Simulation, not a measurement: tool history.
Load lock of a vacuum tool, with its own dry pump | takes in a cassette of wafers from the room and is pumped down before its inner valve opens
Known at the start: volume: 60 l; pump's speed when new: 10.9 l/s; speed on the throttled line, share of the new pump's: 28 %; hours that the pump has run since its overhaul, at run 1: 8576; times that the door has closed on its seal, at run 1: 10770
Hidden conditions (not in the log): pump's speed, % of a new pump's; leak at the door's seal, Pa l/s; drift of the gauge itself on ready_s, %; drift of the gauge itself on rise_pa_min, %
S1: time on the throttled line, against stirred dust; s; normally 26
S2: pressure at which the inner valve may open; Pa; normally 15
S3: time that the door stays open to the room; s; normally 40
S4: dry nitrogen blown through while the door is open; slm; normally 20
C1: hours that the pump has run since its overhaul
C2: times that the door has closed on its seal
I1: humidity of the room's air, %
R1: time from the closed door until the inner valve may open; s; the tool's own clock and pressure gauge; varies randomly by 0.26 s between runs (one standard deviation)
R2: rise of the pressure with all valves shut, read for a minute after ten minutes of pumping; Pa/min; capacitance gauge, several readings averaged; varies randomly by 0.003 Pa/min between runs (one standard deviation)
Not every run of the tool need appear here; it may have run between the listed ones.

{"run": 1, "day": 0.0, "S1": 26, "S2": 15, "S3": 40, "S4": 20, "C1": 8576, "C2": 10770, "I1": 45.2, "R1": 70.8, "R2": 0.043}
{"run": 2, "day": 3.933, "S1": 26, "S2": 15, "S3": 40, "S4": 20, "C1": 8670, "C2": 11058, "I1": 41.8, "R1": 70.3, "R2": 0.044}
{"run": 3, "day": 7.517, "S1": 26, "S2": 15, "S3": 40, "S4": 20, "C1": 8756, "C2": 11322, "I1": 43.6, "R1": 70.2, "R2": 0.047}
{"run": 4, "day": 11.204, "S1": 26, "S2": 15, "S3": 40, "S4": 20, "C1": 8845, "C2": 11593, "I1": 45.5, "R1": 70.4, "R2": 0.047}
{"run": 5, "day": 15.475, "S1": 26, "S2": 15, "S3": 40, "S4": 20, "C1": 8947, "C2": 11907, "I1": 43.3, "R1": 70.2, "R2": 0.041}
{"run": 6, "day": 17.421, "S1": 26, "S2": 15, "S3": 40, "S4": 20, "C1": 8994, "C2": 12050, "I1": 42.9, "R1": 70.2, "R2": 0.043}
{"run": 7, "day": 21.692, "S1": 26, "S2": 15, "S3": 40, "S4": 20, "C1": 9096, "C2": 12363, "I1": 44.6, "R1": 70.7, "R2": 0.049}
{"run": 8, "day": 24.733, "S1": 26, "S2": 23, "S3": 40, "S4": 20, "C1": 9169, "C2": 12587, "I1": 49.4, "R1": 67.3, "R2": 0.056}
{"run": 9, "day": 28.067, "S1": 26, "S2": 23, "S3": 40, "S4": 20, "C1": 9249, "C2": 12832, "I1": 46.6, "R1": 68.4, "R2": 0.05}
{"run": 10, "day": 30.35, "S1": 26, "S2": 15, "S3": 40, "S4": 20, "C1": 9304, "C2": 13000, "I1": 45.9, "R1": 70.6, "R2": 0.053}
{"run": 11, "day": 33.871, "S1": 26, "S2": 15, "S3": 71, "S4": 20, "C1": 9389, "C2": 13258, "I1": 46.1, "R1": 70.6, "R2": 0.052}
{"run": 12, "day": 38.175, "S1": 26, "S2": 15, "S3": 71, "S4": 20, "C1": 9492, "C2": 13574, "I1": 43.5, "R1": 70.2, "R2": 0.053}
{"run": 13, "day": 41.9, "S1": 26, "S2": 15, "S3": 71, "S4": 38, "C1": 9581, "C2": 13848, "I1": 43.5, "R1": 70.5, "R2": 0.048}
{"run": 14, "day": 45.808, "S1": 21, "S2": 15, "S3": 40, "S4": 20, "C1": 9675, "C2": 14135, "I1": 44.7, "R1": 67.3, "R2": 0.057}
{"run": 15, "day": 47.783, "S1": 21, "S2": 15, "S3": 40, "S4": 20, "C1": 9723, "C2": 14280, "I1": 43.0, "R1": 67.2, "R2": 0.056}
{"run": 16, "day": 49.833, "S1": 26, "S2": 15, "S3": 40, "S4": 20, "C1": 9772, "C2": 14431, "I1": 45.0, "R1": 70.3, "R2": 0.055}
{"run": 17, "day": 51.933, "S1": 26, "S2": 15, "S3": 40, "S4": 20, "C1": 9822, "C2": 14585, "I1": 43.2, "R1": 70.7, "R2": 0.051}
{"run": 18, "day": 54.512, "S1": 19, "S2": 15, "S3": 40, "S4": 20, "C1": 9884, "C2": 14775, "I1": 46.2, "R1": 66.2, "R2": 0.053}
{"run": 19, "day": 57.304, "S1": 19, "S2": 27, "S3": 96, "S4": 10, "C1": 9951, "C2": 14980, "I1": 43.2, "R1": 62.0, "R2": 0.081}
{"run": 20, "day": 60.483, "S1": 19, "S2": 27, "S3": 96, "S4": 10, "C1": 10027, "C2": 15213, "I1": 47.5, "R1": 62.2, "R2": 0.09}
{"run": 21, "day": 63.233, "S1": 16, "S2": 13, "S3": 53, "S4": 8, "C1": 10093, "C2": 15415, "I1": 47.2, "R1": 65.2, "R2": 0.074}
{"run": 22, "day": 66.721, "S1": 16, "S2": 13, "S3": 53, "S4": 8, "C1": 10177, "C2": 15672, "I1": 42.3, "R1": 65.4, "R2": 0.072}
{"run": 23, "day": 69.008, "S1": 26, "S2": 19, "S3": 40, "S4": 23, "C1": 10232, "C2": 15840, "I1": 42.9, "R1": 70.0, "R2": 0.051}
{"run": 24, "day": 72.625, "S1": 27, "S2": 19, "S3": 86, "S4": 23, "C1": 10319, "C2": 16105, "I1": 40.9, "R1": 69.8, "R2": 0.066}
{"run": 25, "day": 76.625, "S1": 26, "S2": 19, "S3": 40, "S4": 20, "C1": 10415, "C2": 16399, "I1": 46.5, "R1": 69.7, "R2": 0.057}
{"run": 26, "day": 80.929, "S1": 17, "S2": 15, "S3": 52, "S4": 20, "C1": 10518, "C2": 16715, "I1": 45.7, "R1": 65.3, "R2": 0.067}
{"run": 27, "day": 82.838, "S1": 32, "S2": 19, "S3": 40, "S4": 20, "C1": 10564, "C2": 16856, "I1": 41.1, "R1": 73.7, "R2": 0.055}
{"run": 28, "day": 87.033, "S1": 16, "S2": 19, "S3": 40, "S4": 20, "C1": 10665, "C2": 17164, "I1": 45.4, "R1": 62.9, "R2": 0.066}
{"run": 29, "day": 90.875, "S1": 49, "S2": 15, "S3": 125, "S4": 8, "C1": 10757, "C2": 17446, "I1": 43.5, "R1": 86.9, "R2": 0.097}
{"run": 30, "day": 92.954, "S1": 29, "S2": 15, "S3": 201, "S4": 30, "C1": 10807, "C2": 17599, "I1": 41.5, "R1": 73.5, "R2": 0.083}
{"run": 31, "day": 97.108, "S1": 29, "S2": 15, "S3": 201, "S4": 30, "C1": 10906, "C2": 17904, "I1": 42.7, "R1": 73.1, "R2": 0.074}
{"run": 32, "day": 100.054, "S1": 32, "S2": 23, "S3": 115, "S4": 15, "C1": 10977, "C2": 18121, "I1": 47.6, "R1": 72.3, "R2": 0.089}
{"run": 33, "day": 102.412, "S1": 14, "S2": 15, "S3": 87, "S4": 20, "C1": 11034, "C2": 18294, "I1": 41.9, "R1": 62.7, "R2": 0.072}
{"run": 34, "day": 104.229, "S1": 42, "S2": 15, "S3": 87, "S4": 6, "C1": 11077, "C2": 18428, "I1": 47.3, "R1": 82.6, "R2": 0.089}

Results for each run, recomputed without the tool's hidden state and with each run's random variation untouched:
run=1 R1=68.1 R2=0.025
run=2 R1=67.5 R2=0.024
run=3 R1=67.4 R2=0.026
run=4 R1=67.6 R2=0.026
run=5 R1=67.3 R2=0.019
run=6 R1=67.3 R2=0.021
run=7 R1=67.8 R2=0.027
run=8 R1=64.5 R2=0.033
run=9 R1=65.5 R2=0.027
run=10 R1=67.6 R2=0.030
run=11 R1=67.5 R2=0.027
run=12 R1=67.1 R2=0.028
run=13 R1=67.3 R2=0.022
run=14 R1=64.0 R2=0.030
run=15 R1=63.9 R2=0.029
run=16 R1=67.0 R2=0.028
run=17 R1=67.5 R2=0.024
run=18 R1=62.8 R2=0.025
run=19 R1=58.8 R2=0.053
run=20 R1=59.0 R2=0.061
run=21 R1=61.5 R2=0.044
run=22 R1=61.7 R2=0.041
run=23 R1=66.6 R2=0.020
run=24 R1=66.5 R2=0.035
run=25 R1=66.3 R2=0.025
run=26 R1=61.5 R2=0.034
run=27 R1=70.4 R2=0.022
run=28 R1=59.2 R2=0.032
run=29 R1=83.7 R2=0.062
run=30 R1=69.9 R2=0.048
run=31 R1=69.5 R2=0.039
run=32 R1=68.9 R2=0.053
run=33 R1=58.5 R2=0.035
run=34 R1=79.1 R2=0.053
